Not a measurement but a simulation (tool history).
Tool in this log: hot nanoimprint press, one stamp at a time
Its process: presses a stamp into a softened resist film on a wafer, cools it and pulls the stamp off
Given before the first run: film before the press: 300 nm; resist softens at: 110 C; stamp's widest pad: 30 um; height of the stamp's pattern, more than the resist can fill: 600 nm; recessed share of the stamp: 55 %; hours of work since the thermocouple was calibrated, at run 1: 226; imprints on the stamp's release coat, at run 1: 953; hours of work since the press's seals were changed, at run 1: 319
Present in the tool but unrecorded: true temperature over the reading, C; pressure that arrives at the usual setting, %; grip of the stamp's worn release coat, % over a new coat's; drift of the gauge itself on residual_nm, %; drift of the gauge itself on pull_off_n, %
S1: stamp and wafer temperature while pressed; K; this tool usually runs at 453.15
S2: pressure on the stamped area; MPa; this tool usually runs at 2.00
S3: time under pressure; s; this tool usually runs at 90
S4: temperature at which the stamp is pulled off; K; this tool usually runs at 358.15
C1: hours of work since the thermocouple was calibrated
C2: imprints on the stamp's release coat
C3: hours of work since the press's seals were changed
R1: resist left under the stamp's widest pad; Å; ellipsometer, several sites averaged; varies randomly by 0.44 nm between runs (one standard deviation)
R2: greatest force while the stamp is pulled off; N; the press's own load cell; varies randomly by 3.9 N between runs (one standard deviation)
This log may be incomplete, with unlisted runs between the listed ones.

run	hour	S1	S2	S3	S4	C1	C2	C3	R1	R2
1	0.0	453.15	2.00	90	358.15	226	953	319	1677	190
2	39.7	453.15	2.00	90	358.15	257	1200	350	1687	190
3	94.8	453.15	2.00	90	358.15	301	1544	394	1687	189
# hour 119.5: stamp cleaned and given a new release coat
4	157.1	453.15	2.00	90	358.15	346	234	439	1687	194
5	202.7	453.15	2.00	90	358.15	382	518	475	1684	184
6	253.1	453.15	2.00	166	358.15	422	832	515	1377	187
# hour 283.9: plate thermocouple calibrated
7	288.5	453.15	2.00	166	358.15	4	1034	540	1380	194
8	329.9	446.15	2.00	90	358.15	37	1292	573	2243	185
9	385.3	453.15	2.00	90	364.15	80	1637	617	1699	172
# hour 396.4: stamp cleaned and given a new release coat
10	442.1	453.15	2.00	90	364.15	121	285	657	1703	171
11	471.7	453.15	2.00	90	346.15	144	469	681	1705	224
12	501.0	453.15	2.00	90	346.15	167	651	704	1697	231
# hour 520.4: gauge calibrated
13	540.0	453.15	2.00	90	346.15	198	894	735	1678	219
14	572.4	453.15	2.00	90	346.15	224	1096	761	1682	228
15	597.8	446.15	2.00	90	346.15	244	1254	781	2225	228
16	646.3	462.15	1.74	146	349.15	282	1556	819	984	226
# hour 666.4: stamp cleaned and given a new release coat
17	678.5	443.15	2.00	119	351.15	303	75	840	2327	214
18	723.0	443.15	2.00	119	351.15	339	352	875	2335	207
19	778.8	443.15	2.00	119	351.15	383	700	920	2335	226
20	818.3	453.15	2.00	90	351.15	414	946	951	1690	213
# hour 856.9: plate thermocouple calibrated
21	869.3	459.15	1.63	101	360.15	10	1245	989	1360	184
22	924.3	459.15	1.63	101	360.15	53	1587	1032	1363	186
# hour 940.7: stamp cleaned and given a new release coat
23	959.8	459.15	1.63	101	360.15	77	119	1056	1371	182
24	985.5	443.15	2.00	174	358.15	97	279	1076	2166	185
25	1039.3	443.15	2.90	78	358.15	140	614	1119	2318	192
26	1078.6	443.15	2.90	78	358.15	171	859	1150	2318	183
27	1103.7	449.15	1.52	107	358.15	191	1015	1170	2137	194
28	1156.7	462.15	1.20	100	365.15	233	1345	1212	1404	167
29	1198.5	445.15	1.25	145	353.15	266	1605	1245	2428	204

Below are 4 alternative next runs, each starting from the tool's condition after run 29. Predict each:
# hour 1211.9: stamp cleaned and given a new release coat
# hour 1217.0: gauge calibrated
A	1237.3	453.15	1.56	131	358.15	292	158	1271	?	?
# hour 1211.9: stamp cleaned and given a new release coat
# hour 1217.0: gauge calibrated
B	1237.3	445.15	1.25	58	353.15	292	158	1271	?	?
# hour 1211.9: stamp cleaned and given a new release coat
# hour 1217.0: gauge calibrated
C	1237.3	453.15	2.00	80	357.15	292	158	1271	?	?
# hour 1211.9: stamp cleaned and given a new release coat
# hour 1217.0: gauge calibrated
D	1237.3	457.15	1.25	145	366.15	292	158	1271	?	?

run	R1	R2
A	1668	194
B	2685	204
C	1739	192
D	1485	163
The same runs, with their run-to-run variation unchanged, on a tool lacking any hidden condition would have given:
run	R1	R2
A	1667	194
B	2684	204
C	1737	192
D	1484	163

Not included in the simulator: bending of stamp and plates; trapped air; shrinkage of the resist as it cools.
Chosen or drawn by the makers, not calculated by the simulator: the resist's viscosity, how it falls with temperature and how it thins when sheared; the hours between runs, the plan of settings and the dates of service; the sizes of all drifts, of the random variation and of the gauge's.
